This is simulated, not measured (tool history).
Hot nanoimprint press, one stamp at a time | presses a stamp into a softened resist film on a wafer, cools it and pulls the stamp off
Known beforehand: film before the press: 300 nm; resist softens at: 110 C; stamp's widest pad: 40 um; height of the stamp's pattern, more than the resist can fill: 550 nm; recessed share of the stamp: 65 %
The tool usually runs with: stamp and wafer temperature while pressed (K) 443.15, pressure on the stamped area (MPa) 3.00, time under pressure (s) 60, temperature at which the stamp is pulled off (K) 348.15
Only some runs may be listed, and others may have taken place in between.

run,hour,stamp and wafer temperature while pressed (K),pressure on the stamped area (MPa),time under pressure (s),temperature at which the stamp is pulled off (K),resist left under the stamp's widest pad (nm),greatest force while the stamp is pulled off (N)
1,0.0,443.15,3.00,60,348.15,168.2,151
2,9.0,443.15,3.00,60,348.15,169.5,143
3,19.6,443.15,3.00,60,348.15,166.7,146
4,26.7,443.15,3.00,60,348.15,168.9,147
5,34.9,443.15,3.00,60,348.15,168.3,148
6,48.9,443.15,3.00,60,344.15,169.3,163
7,60.9,439.15,3.00,60,344.15,199.2,161
8,68.1,439.15,3.00,32,344.15,232.7,162
9,82.0,443.15,3.00,60,334.15,171.1,187
# hour 95.9: stamp cleaned and given a new release coat
10,99.1,443.15,3.00,44,334.15,186.8,179
11,110.4,443.15,3.13,60,352.15,167.6,135
12,125.1,432.15,3.00,60,348.15,254.4,145
13,131.4,443.15,3.00,31,348.15,208.1,150
14,143.0,445.15,3.00,31,348.15,193.2,145
# hour 151.3: gauge calibrated
15,156.0,443.15,3.45,60,351.15,157.2,137
16,162.3,443.15,3.00,43,347.15,185.7,151
17,173.5,436.15,3.00,43,347.15,235.7,158

A few steps of resist left under the stamp's widest pad (nm) between consecutive runs. Split each: what settings, incoming material and random variation would produce without the hidden state, and what is left over for the hidden state, along with gauge scatter present in only one of the two compared results (measured, and without hidden state):
Unlogged tool condition in this case: true temperature over the reading, C; pressure that arrives at the usual setting, %; grip of the stamp's worn release coat, % over a new coat's; drift of the gauge itself on residual_nm, %; drift of the gauge itself on pull_off_n, %.
Run 11 -> 12: stamp and wafer temperature while pressed (K) 443.15 -> 432.15, pressure on the stamped area (MPa) 3.13 -> 3.00, temperature at which the stamp is pulled off (K) 352.15 -> 348.15. resist left under the stamp's widest pad (nm) +86.8: hidden state +2.4, all else +84.4.
Run 14 -> 15: stamp and wafer temperature while pressed (K) 445.15 -> 443.15, pressure on the stamped area (MPa) 3.00 -> 3.45, time under pressure (s) 31 -> 60, temperature at which the stamp is pulled off (K) 348.15 -> 351.15, gauge calibrated. resist left under the stamp's widest pad (nm) -36.0: hidden state -4.8, all else -31.2.
